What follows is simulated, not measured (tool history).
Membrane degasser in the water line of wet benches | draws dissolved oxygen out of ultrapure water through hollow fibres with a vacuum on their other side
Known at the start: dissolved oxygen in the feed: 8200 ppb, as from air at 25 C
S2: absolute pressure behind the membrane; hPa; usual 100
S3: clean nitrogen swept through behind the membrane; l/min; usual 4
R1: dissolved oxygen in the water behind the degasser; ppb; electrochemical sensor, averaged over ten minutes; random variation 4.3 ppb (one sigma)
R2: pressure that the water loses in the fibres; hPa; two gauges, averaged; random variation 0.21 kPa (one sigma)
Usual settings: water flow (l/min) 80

{"run": 1, "hour": 0.0, "water flow (l/min)": 80, "S2": 100, "S3": 4, "R1": 471.2, "R2": 512.8}
{"run": 2, "hour": 138.0, "water flow (l/min)": 80, "S2": 114, "S3": 4, "R1": 528.7, "R2": 505.8}
{"run": 3, "hour": 348.5, "water flow (l/min)": 80, "S2": 114, "S3": 4, "R1": 522.3, "R2": 511.8}
{"run": 4, "hour": 454.6, "water flow (l/min)": 56, "S2": 114, "S3": 4, "R1": 374.2, "R2": 355.5}
{"run": 5, "hour": 642.4, "water flow (l/min)": 80, "S2": 100, "S3": 4, "R1": 494.5, "R2": 512}
{"run": 6, "hour": 844.8, "water flow (l/min)": 80, "S2": 100, "S3": 4, "R1": 496.4, "R2": 512}
{"run": 7, "hour": 952.4, "water flow (l/min)": 80, "S2": 100, "S3": 4, "R1": 492.2, "R2": 515.9}
{"run": 8, "hour": 1109.5, "water flow (l/min)": 80, "S2": 100, "S3": 4, "R1": 488.2, "R2": 514.5}
{"run": 9, "hour": 1218.3, "water flow (l/min)": 63, "S2": 107, "S3": 3.26, "R1": 454.3, "R2": 404.3}
{"hour": 1410.2, "done": "seals of the vacuum lines changed"}
{"run": 10, "hour": 1430.5, "water flow (l/min)": 63, "S2": 107, "S3": 3.26, "R1": 459.1, "R2": 406.6}
{"run": 11, "hour": 1623.0, "water flow (l/min)": 58, "S2": 107, "S3": 10.35, "R1": 233.7, "R2": 373.9}
{"run": 12, "hour": 1727.8, "water flow (l/min)": 80, "S2": 65, "S3": 4.4, "R1": 342.4, "R2": 519.8}
{"run": 13, "hour": 1875.7, "water flow (l/min)": 80, "S2": 65, "S3": 4.4, "R1": 347.6, "R2": 516.3}
{"run": 14, "hour": 2031.4, "water flow (l/min)": 80, "S2": 65, "S3": 4.4, "R1": 343.4, "R2": 517.1}
{"run": 15, "hour": 2154.5, "water flow (l/min)": 80, "S2": 65, "S3": 4.4, "R1": 347.5, "R2": 517.3}

Forecast each of these 3 alternatives for the next run:
{"run": "A", "hour": 2361.3, "water flow (l/min)": 108, "S2": 113, "S3": 6.88, "R1": "?", "R2": "?"}
{"run": "B", "hour": 2361.3, "water flow (l/min)": 116, "S2": 65, "S3": 3.85, "R1": "?", "R2": "?"}
{"run": "C", "hour": 2361.3, "water flow (l/min)": 48, "S2": 203, "S3": 8.34, "R1": "?", "R2": "?"}

run=A R1=568.2 R2=702.9
run=B R1=543.9 R2=758.1
run=C R1=336 R2=311.6
Without the tool's hidden state the same runs would have given:
run=A R1=474.9 R2=632.5
run=B R1=434.9 R2=682.5
run=C R1=294.2 R2=280.6
